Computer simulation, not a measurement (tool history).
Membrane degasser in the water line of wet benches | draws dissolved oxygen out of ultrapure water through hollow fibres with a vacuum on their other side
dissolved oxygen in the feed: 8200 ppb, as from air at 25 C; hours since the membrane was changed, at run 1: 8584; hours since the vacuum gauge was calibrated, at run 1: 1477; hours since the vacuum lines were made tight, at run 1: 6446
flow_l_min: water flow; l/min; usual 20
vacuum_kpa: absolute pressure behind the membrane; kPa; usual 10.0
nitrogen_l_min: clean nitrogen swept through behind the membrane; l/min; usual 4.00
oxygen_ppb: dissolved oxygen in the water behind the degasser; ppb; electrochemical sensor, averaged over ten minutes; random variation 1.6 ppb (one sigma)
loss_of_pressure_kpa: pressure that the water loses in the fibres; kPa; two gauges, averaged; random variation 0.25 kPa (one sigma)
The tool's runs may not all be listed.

| run | hour | flow_l_min | vacuum_kpa | nitrogen_l_min | hours since the membrane was changed | hours since the vacuum gauge was calibrated | hours since the vacuum lines were made tight | oxygen_ppb | loss_of_pressure_kpa |
|---|---|---|---|---|---|---|---|---|---|
| 1 | 0.0 | 20 | 10.0 | 4.00 | 8584 | 1477 | 6446 | 157.6 | 65.64 |
| 2 | 212.4 | 20 | 10.0 | 4.00 | 8796 | 1689 | 6659 | 155.0 | 65.21 |
| 3 | 516.4 | 20 | 10.0 | 4.00 | 9100 | 1993 | 6963 | 156.6 | 65.86 |
| 4 | 683.8 | 21 | 10.0 | 4.00 | 9268 | 2161 | 7130 | 171.1 | 68.46 |
| 5 | 882.5 | 20 | 10.0 | 9.46 | 9466 | 2359 | 7329 | 110.8 | 65.24 |
| 6 | 1153.6 | 20 | 10.0 | 9.46 | 9737 | 2630 | 7600 | 109.7 | 65.25 |
| 7 | 1321.2 | 20 | 6.6 | 4.00 | 9905 | 2798 | 7767 | 116.2 | 65.01 |
| 8 | 1634.7 | 20 | 10.0 | 7.06 | 10218 | 3111 | 8081 | 123.8 | 65.21 |
| 9 | 1908.5 | 16 | 10.0 | 6.16 | 10492 | 3385 | 8355 | 84.7 | 51.64 |
| 10 | 2161.7 | 29 | 10.6 | 4.18 | 10745 | 3639 | 8608 | 293.8 | 94.32 |

Forecast run 11:
| 11 | 2407.2 | 30 | 12.3 | 6.83 | 10991 | 3884 | 8853 | ? | ? |

{"run 11": {"oxygen_ppb": 279.2, "loss_of_pressure_kpa": 96.67}}
Without the tool's hidden state the same run would have given oxygen_ppb 278.7 ppb, loss_of_pressure_kpa 98.55 kPa.
